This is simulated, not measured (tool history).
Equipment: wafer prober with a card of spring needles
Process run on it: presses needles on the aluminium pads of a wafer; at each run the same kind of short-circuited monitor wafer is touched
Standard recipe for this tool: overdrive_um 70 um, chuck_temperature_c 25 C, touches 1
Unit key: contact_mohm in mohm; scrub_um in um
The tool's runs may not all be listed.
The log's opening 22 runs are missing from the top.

run   hour  overdrive_um  chuck_temperature_c  touches  contact_mohm  scrub_um
     180.1  -- height of the first contact set anew
 23  184.0            75                  110        2           117     13.37
     189.2  -- tips cleaned on abrasive film
 24  194.5            70                   25        2           109     12.48
     203.9  -- tips cleaned on abrasive film
 25  204.8            70                   64        2           112     12.49
 26  217.1            70                   99        2           118     12.47
     218.7  -- tips cleaned on abrasive film
 27  224.4            70                   70        3           114     12.48
 28  231.9            82                   55        1           112     14.62
     233.2  -- tips cleaned on abrasive film
 29  243.2            82                   55        1           112     14.61
     247.6  -- tips cleaned on abrasive film
 30  253.8            54                   25        1           110      9.62
     262.1  -- tips cleaned on abrasive film
 31  264.6            87                   28        1           108     15.52
     276.3  -- tips cleaned on abrasive film
 32  276.3            56                   31        1           112     10.00
 33  281.8            54                   44        1           114      9.61

Here are 4 independent what-if runs from the current tool condition. What would each one return?
     290.7  -- tips cleaned on abrasive film
  A  290.7            70                  113        2             ?         ?
     290.7  -- tips cleaned on abrasive film
  B  290.7            54                   44        1             ?         ?
     290.7  -- tips cleaned on abrasive film
  C  290.7            73                  119        2             ?         ?
     290.7  -- tips cleaned on abrasive film
  D  290.7            51                   34        3             ?         ?

run  contact_mohm  scrub_um
  A           121     12.47
  B           113      9.61
  C           118     12.99
  D           116      9.12
With no hidden state in the tool, these same runs would have given:
run  contact_mohm  scrub_um
  A           121     12.48
  B           113      9.62
  C           118     12.99
  D           116      9.12
